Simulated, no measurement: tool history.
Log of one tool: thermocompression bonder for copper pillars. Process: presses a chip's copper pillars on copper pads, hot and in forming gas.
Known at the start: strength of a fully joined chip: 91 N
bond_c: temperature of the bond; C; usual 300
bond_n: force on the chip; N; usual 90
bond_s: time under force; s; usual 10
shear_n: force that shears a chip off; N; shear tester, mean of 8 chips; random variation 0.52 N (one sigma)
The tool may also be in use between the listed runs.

run 1 hour=0.0 | bond_c=300 bond_n=90 bond_s=10 | shear_n=47.3
run 2 hour=23.9 | bond_c=315 bond_n=90 bond_s=10 | shear_n=55.0
run 3 hour=43.2 | bond_c=300 bond_n=90 bond_s=10 | shear_n=47.4
run 4 hour=57.7 | bond_c=300 bond_n=90 bond_s=10 | shear_n=46.6
run 5 hour=82.7 | bond_c=300 bond_n=69 bond_s=10 | shear_n=41.4
run 6 hour=94.9 | bond_c=300 bond_n=69 bond_s=10 | shear_n=41.9
run 7 hour=121.0 | bond_c=300 bond_n=90 bond_s=13 | shear_n=50.6
run 8 hour=141.3 | bond_c=300 bond_n=90 bond_s=10 | shear_n=47.0
run 9 hour=165.2 | bond_c=300 bond_n=90 bond_s=20 | shear_n=58.0
run 10 hour=177.4 | bond_c=300 bond_n=90 bond_s=20 | shear_n=58.8
run 11 hour=196.3 | bond_c=300 bond_n=90 bond_s=20 | shear_n=58.3
run 12 hour=221.6 | bond_c=300 bond_n=90 bond_s=10 | shear_n=46.6
run 13 hour=245.1 | bond_c=300 bond_n=90 bond_s=15 | shear_n=53.2
run 14 hour=255.8 | bond_c=300 bond_n=90 bond_s=15 | shear_n=52.9
run 15 hour=269.9 | bond_c=300 bond_n=90 bond_s=15 | shear_n=53.5
run 16 hour=283.5 | bond_c=300 bond_n=90 bond_s=15 | shear_n=54.5
run 17 hour=309.5 | bond_c=283 bond_n=90 bond_s=10 | shear_n=37.9
run 18 hour=327.8 | bond_c=283 bond_n=90 bond_s=10 | shear_n=37.6
run 19 hour=342.5 | bond_c=300 bond_n=90 bond_s=10 | shear_n=46.8
run 20 hour=367.0 | bond_c=300 bond_n=90 bond_s=10 | shear_n=46.6
run 21 hour=386.5 | bond_c=274 bond_n=60 bond_s=30 | shear_n=40.9
run 22 hour=409.5 | bond_c=274 bond_n=60 bond_s=30 | shear_n=41.1
run 23 hour=423.7 | bond_c=296 bond_n=94 bond_s=30 | shear_n=63.6
run 24 hour=442.9 | bond_c=300 bond_n=65 bond_s=10 | shear_n=38.5
run 25 hour=457.1 | bond_c=303 bond_n=128 bond_s=10 | shear_n=56.4
run 26 hour=470.0 | bond_c=311 bond_n=63 bond_s=11 | shear_n=46.4
run 27 hour=494.0 | bond_c=293 bond_n=91 bond_s=10 | shear_n=43.3
run 28 hour=516.8 | bond_c=329 bond_n=57 bond_s=10 | shear_n=51.0
run 29 hour=542.5 | bond_c=295 bond_n=60 bond_s=5 | shear_n=27.1
run 30 hour=567.8 | bond_c=324 bond_n=95 bond_s=26 | shear_n=74.4
run 31 hour=583.3 | bond_c=300 bond_n=90 bond_s=16 | shear_n=54.0
run 32 hour=602.3 | bond_c=274 bond_n=59 bond_s=12 | shear_n=28.2
run 33 hour=622.5 | bond_c=307 bond_n=56 bond_s=5 | shear_n=30.4
run 34 hour=639.6 | bond_c=307 bond_n=56 bond_s=5 | shear_n=30.9
run 35 hour=664.5 | bond_c=307 bond_n=96 bond_s=29 | shear_n=69.7
run 36 hour=678.3 | bond_c=329 bond_n=90 bond_s=25 | shear_n=76.5
run 37 hour=689.7 | bond_c=300 bond_n=89 bond_s=21 | shear_n=59.3
run 38 hour=711.3 | bond_c=281 bond_n=101 bond_s=23 | shear_n=53.0
run 39 hour=731.9 | bond_c=329 bond_n=82 bond_s=10 | shear_n=59.5
run 40 hour=748.4 | bond_c=329 bond_n=82 bond_s=10 | shear_n=60.6

Taken out of this log: 1 entry between the listed runs. Where each belongs, and how the hidden state differs across it:
Between runs 31 and 32: forming gas filter changed (hour 599.1)
  oxide that the forming gas leaves, % of the face: 0.95 -> 0.52
